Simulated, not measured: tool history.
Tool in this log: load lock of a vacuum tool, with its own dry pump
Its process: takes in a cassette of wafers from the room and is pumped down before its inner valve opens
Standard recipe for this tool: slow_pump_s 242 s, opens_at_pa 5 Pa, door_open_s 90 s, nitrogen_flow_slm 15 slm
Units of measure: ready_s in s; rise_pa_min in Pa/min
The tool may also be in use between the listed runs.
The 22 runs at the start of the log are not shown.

run	hour	slow_pump_s	opens_at_pa	door_open_s	nitrogen_flow_slm	incoming humidity of the room's air, %	ready_s	rise_pa_min
23	3192.4	254	4	56	32	48.1	333.3	0.119
24	3303.8	242	5	218	15	44.6	316.2	0.182
25	3418.1	242	5	42	15	43.5	318.2	0.13
26	3555.4	238	10	42	15	47.1	305.7	0.141
27	3658.4	242	5	82	7	43.4	316.2	0.16
28	3760.1	242	5	58	5	45.3	314.4	0.155
29	3956.8	172	4	90	38	46	254.1	0.148
30	4126.7	212	6	110	43	46.4	285.2	0.155
31	4227.9	242	5	90	15	45.7	318.3	0.175
32	4390.7	390	8	227	9	43.7	444.2	0.224
33	4480.5	241	10	42	15	42.3	310.7	0.159
34	4642.9	316	4	118	23	44.8	393.2	0.188
35	4754.6	242	4	90	15	41.6	320.6	0.19
36	4888	242	4	90	8	47.8	322.7	0.209
37	4969.7	354	5	212	5	44.1	418.6	0.248

Each row is a separate what-if for the run after 37, all from the same tool condition, not one after another. Results?
A	5052.8	242	6	90	15	40.9	?	?
B	5052.8	210	5	212	5	45.3	?	?
C	5052.8	354	5	212	7	44.9	?	?

run	ready_s	rise_pa_min
A	315.7	0.2
B	286.7	0.263
C	421.2	0.247
Without the tool's hidden state the same runs would have given:
run	ready_s	rise_pa_min
A	309.4	0.056
B	279.8	0.119
C	415.6	0.105
